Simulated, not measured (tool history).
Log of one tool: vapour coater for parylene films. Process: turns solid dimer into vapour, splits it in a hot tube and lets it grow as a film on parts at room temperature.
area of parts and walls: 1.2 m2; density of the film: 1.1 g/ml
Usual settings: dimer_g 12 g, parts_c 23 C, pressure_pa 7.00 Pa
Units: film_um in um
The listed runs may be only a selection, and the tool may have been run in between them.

Run 1, hour 0.0: usual settings. Result: film_um 5.75 um.
Run 2, hour 12.0: usual settings. Result: film_um 5.59 um.
Run 3, hour 33.4: usual settings. Result: film_um 5.85 um.
Run 4, hour 46.1: usual settings. Result: film_um 5.76 um.
Run 5, hour 61.7: usual settings but parts_c 15 C. Result: film_um 6.53 um.
Run 6, hour 73.5: usual settings but parts_c 15 C. Result: film_um 6.50 um.
Run 7, hour 85.4: usual settings but dimer_g 21 g. Result: film_um 10.23 um.
Run 8, hour 104.9: usual settings but dimer_g 21 g. Result: film_um 10.02 um.
Run 9, hour 126.4: usual settings. Result: film_um 5.76 um.
Run 10, hour 144.5: usual settings. Result: film_um 5.79 um.
Run 11, hour 161.9: usual settings but pressure_pa 9.11 Pa. Result: film_um 5.42 um.
Run 12, hour 181.1: usual settings but pressure_pa 9.11 Pa. Result: film_um 5.49 um.
Run 13, hour 198.9: usual settings but pressure_pa 9.11 Pa. Result: film_um 5.37 um.
Run 14, hour 215.5: usual settings. Result: film_um 5.77 um.
Run 15, hour 228.2: usual settings but parts_c 26 C. Result: film_um 5.45 um.
Run 16, hour 239.8: usual settings but parts_c 26 C. Result: film_um 5.43 um.
Run 17, hour 249.3: usual settings but parts_c 26 C. Result: film_um 5.49 um.
Run 18, hour 261.0: usual settings but dimer_g 7 g. Result: film_um 3.38 um.
Run 19, hour 276.8: usual settings but dimer_g 7 g. Result: film_um 3.39 um.
Run 20, hour 293.0: usual settings but dimer_g 6 g, parts_c 20 C, pressure_pa 2.18 Pa. Result: film_um 3.81 um.
Run 21, hour 310.4: usual settings but dimer_g 6 g, parts_c 21 C, pressure_pa 2.18 Pa. Result: film_um 3.80 um.
Run 22, hour 328.4: usual settings but dimer_g 13 g, parts_c 18 C, pressure_pa 9.87 Pa. Result: film_um 6.27 um.
Run 23, hour 339.7: usual settings but dimer_g 13 g, parts_c 18 C, pressure_pa 9.87 Pa. Result: film_um 6.23 um.
Run 24, hour 362.2: usual settings but dimer_g 8 g. Result: film_um 3.77 um.
Run 25, hour 376.0: usual settings but pressure_pa 7.61 Pa. Result: film_um 5.64 um.
Run 26, hour 389.4: usual settings but parts_c 16 C, pressure_pa 10.49 Pa. Result: film_um 5.87 um.
At hour 401.2: trap's valve overhauled.
Run 27, hour 406.6: usual settings but parts_c 18 C, pressure_pa 5.92 Pa. Result: film_um 6.43 um.
Run 28, hour 421.5: usual settings but dimer_g 11 g, parts_c 30 C, pressure_pa 3.28 Pa. Result: film_um 5.54 um.
Run 29, hour 432.9: usual settings but dimer_g 5 g, pressure_pa 2.33 Pa. Result: film_um 3.02 um.
Run 30, hour 450.9: usual settings but dimer_g 5 g, parts_c 28 C, pressure_pa 2.33 Pa. Result: film_um 2.83 um.
Run 31, hour 472.6: usual settings but parts_c 25 C, pressure_pa 2.13 Pa. Result: film_um 7.21 um.
Run 32, hour 490.0: usual settings but dimer_g 13 g, parts_c 24 C. Result: film_um 6.12 um.

Run 33, settings as shown, results not yet in. Your forecast:
Run 33, hour 507.2: usual settings but dimer_g 13 g, parts_c 24 C. Result: film_um ?.

film_um: 6.21 um
If the tool had no hidden condition, the same run with the same run-to-run variation would have returned film_um 6.22 um.

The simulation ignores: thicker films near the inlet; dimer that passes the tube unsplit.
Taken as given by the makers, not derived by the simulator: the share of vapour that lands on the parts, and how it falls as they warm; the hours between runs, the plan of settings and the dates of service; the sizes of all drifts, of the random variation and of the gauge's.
